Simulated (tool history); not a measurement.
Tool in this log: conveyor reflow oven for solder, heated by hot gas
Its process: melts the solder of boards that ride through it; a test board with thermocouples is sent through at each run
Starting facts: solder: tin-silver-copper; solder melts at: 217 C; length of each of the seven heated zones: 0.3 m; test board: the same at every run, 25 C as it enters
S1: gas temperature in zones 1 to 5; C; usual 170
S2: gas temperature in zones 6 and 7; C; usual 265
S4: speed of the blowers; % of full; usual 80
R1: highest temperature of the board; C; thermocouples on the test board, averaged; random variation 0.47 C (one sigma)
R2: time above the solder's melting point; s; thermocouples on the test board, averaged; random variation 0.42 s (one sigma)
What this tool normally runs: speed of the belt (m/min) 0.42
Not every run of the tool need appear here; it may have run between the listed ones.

{"run": 1, "hour": 0.0, "S1": 170, "S2": 265, "speed of the belt (m/min)": 0.42, "S4": 80, "R1": 252.9, "R2": 65.6}
{"run": 2, "hour": 24.7, "S1": 170, "S2": 265, "speed of the belt (m/min)": 0.42, "S4": 80, "R1": 252.5, "R2": 66}
{"run": 3, "hour": 68.7, "S1": 170, "S2": 265, "speed of the belt (m/min)": 0.42, "S4": 80, "R1": 252.9, "R2": 65.8}
{"run": 4, "hour": 108.6, "S1": 170, "S2": 265, "speed of the belt (m/min)": 0.42, "S4": 80, "R1": 251.5, "R2": 65.3}
{"run": 5, "hour": 163.7, "S1": 170, "S2": 265, "speed of the belt (m/min)": 0.42, "S4": 80, "R1": 251.4, "R2": 63.1}
{"run": 6, "hour": 201.5, "S1": 170, "S2": 265, "speed of the belt (m/min)": 0.42, "S4": 80, "R1": 250.1, "R2": 63.8}
{"run": 7, "hour": 251.2, "S1": 170, "S2": 265, "speed of the belt (m/min)": 0.42, "S4": 80, "R1": 250.8, "R2": 63.5}
{"run": 8, "hour": 293.9, "S1": 170, "S2": 256, "speed of the belt (m/min)": 0.42, "S4": 80, "R1": 242, "R2": 55.1}
{"run": 9, "hour": 335.3, "S1": 170, "S2": 256, "speed of the belt (m/min)": 0.42, "S4": 80, "R1": 241.1, "R2": 54.3}
{"run": 10, "hour": 387.6, "S1": 170, "S2": 256, "speed of the belt (m/min)": 0.42, "S4": 80, "R1": 245.5, "R2": 60.5}
{"run": 11, "hour": 429.5, "S1": 170, "S2": 256, "speed of the belt (m/min)": 0.42, "S4": 80, "R1": 244.2, "R2": 60.5}
{"run": 12, "hour": 468.3, "S1": 166, "S2": 256, "speed of the belt (m/min)": 0.4, "S4": 81, "R1": 247.6, "R2": 65.1}
{"run": 13, "hour": 501.3, "S1": 166, "S2": 256, "speed of the belt (m/min)": 0.4, "S4": 81, "R1": 248.2, "R2": 64}
{"run": 14, "hour": 552.1, "S1": 170, "S2": 268, "speed of the belt (m/min)": 0.42, "S4": 78, "R1": 256.6, "R2": 69.1}
{"run": 15, "hour": 590.6, "S1": 171, "S2": 276, "speed of the belt (m/min)": 0.36, "S4": 66, "R1": 265.6, "R2": 87.6}
{"run": 16, "hour": 631.8, "S1": 171, "S2": 276, "speed of the belt (m/min)": 0.409, "S4": 86, "R1": 266.1, "R2": 77.2}
{"run": 17, "hour": 665.0, "S1": 171, "S2": 276, "speed of the belt (m/min)": 0.409, "S4": 86, "R1": 265.5, "R2": 77.1}
{"run": 18, "hour": 695.5, "S1": 176, "S2": 280, "speed of the belt (m/min)": 0.474, "S4": 51, "R1": 256.4, "R2": 60.1}

Not shown here: 3 entries made in the log between runs. Locate each between two listed runs and compare the hidden state at the listed run before it with the hidden state at the listed run after it:
In the gap between runs 4 and 5: flux residue cleaned out of gas plates and filters (hour 125.1)
  heat that the gas passes to the board, % of a clean oven's: 91.6 -> 86.6; belt's true speed, % of the reading: 98.46 -> 98.39; true gas temperature in zones 6 and 7 over the reading, C: -1.43 -> -1.53
  difference, measured minus the result without the unlogged condition, R1: -2.7 -> -3.8 C; R2: -1.4 -> -2.7 s
In the gap between runs 9 and 10: flux residue cleaned out of gas plates and filters, once more (hour 352.2)
  heat that the gas passes to the board, % of a clean oven's: 83.2 -> 98.9; belt's true speed, % of the reading: 98.16 -> 98.1; true gas temperature in zones 6 and 7 over the reading, C: -1.85 -> -1.94
  difference, measured minus the result without the unlogged condition, R1: -4.8 -> -1.5 C; R2: -5.3 -> -0.1 s
In the gap between runs 11 and 12: thermocouples of zones 6 and 7 changed (hour 459.7)
  heat that the gas passes to the board, % of a clean oven's: 98 -> 97.1; belt's true speed, % of the reading: 98.03 -> 97.98; true gas temperature in zones 6 and 7 over the reading, C: -2.02 -> 0.39
  difference, measured minus the result without the unlogged condition, R1: -1.8 -> +0.3 C; R2: -0.3 -> +1.5 s

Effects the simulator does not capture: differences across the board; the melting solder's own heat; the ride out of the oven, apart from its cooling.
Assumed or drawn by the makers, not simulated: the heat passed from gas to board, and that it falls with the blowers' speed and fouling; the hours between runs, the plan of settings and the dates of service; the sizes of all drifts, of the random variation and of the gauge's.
